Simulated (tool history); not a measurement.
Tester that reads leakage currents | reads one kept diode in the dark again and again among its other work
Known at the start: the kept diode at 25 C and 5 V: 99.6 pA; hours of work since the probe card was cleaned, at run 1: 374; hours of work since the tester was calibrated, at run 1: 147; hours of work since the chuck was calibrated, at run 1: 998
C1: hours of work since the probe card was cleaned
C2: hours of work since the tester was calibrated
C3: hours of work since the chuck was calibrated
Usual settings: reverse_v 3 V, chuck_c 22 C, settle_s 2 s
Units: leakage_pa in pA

Run 1, hour 0: usual settings; C1 374; C2 147; C3 998. Result: leakage_pa 54.19 pA.
Run 2, hour 35.4: usual settings; C1 396; C2 168; C3 1019. Result: leakage_pa 54.26 pA.
Run 3, hour 87.2: usual settings; C1 427; C2 200; C3 1051. Result: leakage_pa 54.25 pA.
Run 4, hour 148.2: usual settings; C1 464; C2 237; C3 1088. Result: leakage_pa 53.9 pA.
Run 5, hour 181.2: usual settings but reverse_v 13.86 V; C1 485; C2 257; C3 1108. Result: leakage_pa 116.91 pA.
Run 6, hour 208: usual settings but reverse_v 13.86 V; C1 501; C2 274; C3 1124. Result: leakage_pa 116.71 pA.
Run 7, hour 262.8: usual settings but reverse_v 13.86 V; C1 534; C2 307; C3 1158. Result: leakage_pa 118.07 pA.
Run 8, hour 305.6: usual settings but settle_s 4.57 s; C1 560; C2 333; C3 1184. Result: leakage_pa 53.28 pA.
Run 9, hour 353.6: usual settings but reverse_v 2.56 V; C1 590; C2 362; C3 1213. Result: leakage_pa 49.38 pA.
Run 10, hour 417.4: usual settings but reverse_v 7.22 V; C1 628; C2 401; C3 1252. Result: leakage_pa 83.72 pA.
Run 11, hour 452.5: usual settings but reverse_v 7.22 V; C1 650; C2 422; C3 1273. Result: leakage_pa 83.3 pA.
Run 12, hour 495.5: usual settings but reverse_v 7.22 V; C1 676; C2 449; C3 1299. Result: leakage_pa 82.88 pA.
Run 13, hour 534.6: usual settings but chuck_c 33 C; C1 700; C2 472; C3 1323. Result: leakage_pa 143.04 pA.
Run 14, hour 571.7: usual settings but reverse_v 1.47 V; C1 722; C2 495; C3 1346. Result: leakage_pa 37.11 pA.
Run 15, hour 598.5: usual settings but reverse_v 4.17 V; C1 739; C2 511; C3 1362. Result: leakage_pa 62.67 pA.
Run 16, hour 627.8: usual settings but reverse_v 4.17 V; C1 757; C2 529; C3 1380. Result: leakage_pa 62.56 pA.
Run 17, hour 662: usual settings but reverse_v 4.17 V; C1 777; C2 550; C3 1401. Result: leakage_pa 62.56 pA.
Run 18, hour 715.1: usual settings but reverse_v 4.17 V; C1 810; C2 582; C3 1433. Result: leakage_pa 62.73 pA.
Run 19, hour 763: usual settings but reverse_v 4.17 V; C1 839; C2 612; C3 1462. Result: leakage_pa 62.17 pA.
Run 20, hour 791.1: usual settings but settle_s 1.25 s; C1 856; C2 629; C3 1479. Result: leakage_pa 52.95 pA.
Run 21, hour 853.4: usual settings but settle_s 1.25 s; C1 894; C2 667; C3 1517. Result: leakage_pa 52.79 pA.
Run 22, hour 889.4: usual settings but chuck_c 53 C, settle_s 1.25 s; C1 916; C2 689; C3 1539. Result: leakage_pa 744.7 pA.
Run 23, hour 918.6: usual settings but chuck_c 44 C, settle_s 0.3 s; C1 934; C2 706; C3 1557. Result: leakage_pa 362.7 pA.
Run 24, hour 944.9: usual settings but reverse_v 1.85 V, chuck_c 32 C, settle_s 0.3 s; C1 950; C2 722; C3 1573. Result: leakage_pa 102.84 pA.
Run 25, hour 991.1: usual settings but reverse_v 2.74 V; C1 978; C2 750; C3 1601. Result: leakage_pa 50.02 pA.
Run 26, hour 1020.4: usual settings but reverse_v 8.06 V; C1 996; C2 768; C3 1619. Result: leakage_pa 87.83 pA.
Run 27, hour 1082.2: usual settings but reverse_v 8.06 V; C1 1033; C2 806; C3 1657. Result: leakage_pa 87.49 pA.
Run 28, hour 1128.8: usual settings but reverse_v 8.06 V; C1 1062; C2 834; C3 1685. Result: leakage_pa 87.86 pA.
Run 29, hour 1174.5: usual settings but reverse_v 8.06 V; C1 1090; C2 862; C3 1713. Result: leakage_pa 87.11 pA.
Run 30, hour 1226.5: usual settings but reverse_v 8.06 V; C1 1121; C2 894; C3 1745. Result: leakage_pa 87.5 pA.
Run 31, hour 1266.3: usual settings but reverse_v 8.06 V; C1 1145; C2 918; C3 1769. Result: leakage_pa 87.81 pA.
Run 32, hour 1330.6: usual settings but reverse_v 2.78 V, chuck_c 42 C, settle_s 4.64 s; C1 1185; C2 957; C3 1808. Result: leakage_pa 287.05 pA.
Run 33, hour 1387.5: usual settings but reverse_v 1.12 V, chuck_c 31 C; C1 1219; C2 992; C3 1843. Result: leakage_pa 70.41 pA.
Run 34, hour 1442.6: usual settings but chuck_c 48 C, settle_s 8.51 s; C1 1253; C2 1025; C3 1876. Result: leakage_pa 485.54 pA.
Run 35, hour 1499.6: usual settings but reverse_v 15.07 V, chuck_c 44 C, settle_s 8.51 s; C1 1288; C2 1060; C3 1911. Result: leakage_pa 774.45 pA.
Run 36, hour 1549.2: usual settings but reverse_v 14.67 V, chuck_c 23 C, settle_s 7.62 s; C1 1318; C2 1090; C3 1941. Result: leakage_pa 131.9 pA.
Run 37, hour 1609.4: usual settings but reverse_v 14.67 V, chuck_c 23 C, settle_s 7.62 s; C1 1354; C2 1127; C3 1978. Result: leakage_pa 131.54 pA.
Run 38, hour 1656.7: usual settings but reverse_v 14.67 V, chuck_c 23 C, settle_s 7.62 s; C1 1383; C2 1156; C3 2007. Result: leakage_pa 131.22 pA.
At hour 1668.8: chuck's temperature calibrated.
Run 39, hour 1708.7: usual settings but reverse_v 14.67 V, chuck_c 55 C, settle_s 7.62 s; C1 1414; C2 1186; C3 24. Result: leakage_pa 2174.94 pA.
Run 40, hour 1765.5: usual settings but reverse_v 18.58 V, chuck_c 28 C, settle_s 0.46 s; C1 1448; C2 1221; C3 59. Result: leakage_pa 286.63 pA.
Run 41, hour 1809.1: usual settings but reverse_v 1.86 V, chuck_c 21 C, settle_s 2.85 s; C1 1475; C2 1247; C3 85. Result: leakage_pa 45.14 pA.

Some steps in leakage_pa between neighbouring runs. How much of each would the tool show without its hidden state too (settings, what came in, random variation), and how much is left for the hidden state, with any gauge scatter that isn't in both results?
The hidden state here: stray current of the dirty probe card, pA a volt; current scale over the true one, %; true chuck temperature over the reading, C; drift of the gauge itself on leakage_pa, %.
Run 21 -> 22: chuck_c 22 -> 53. leakage_pa +691.91 pA: hidden state -97.79, all else +789.7.
Run 33 -> 34: reverse_v 1.12 -> 3, chuck_c 31 -> 48, settle_s 2 -> 8.51. leakage_pa +415.13 pA: hidden state -72.79, all else +487.92.
Run 35 -> 36: reverse_v 15.07 -> 14.67, chuck_c 44 -> 23, settle_s 8.51 -> 7.62. leakage_pa -642.55 pA: hidden state +120.45, all else -763.
Run 38 -> 39: chuck_c 23 -> 55, chuck's temperature calibrated. leakage_pa +2043.72 pA: hidden state +49.64, all else +1994.08.
Run 39 -> 40: reverse_v 14.67 -> 18.58, chuck_c 55 -> 28, settle_s 7.62 -> 0.46. leakage_pa -1888.31 pA: hidden state -14.63, all else -1873.68.
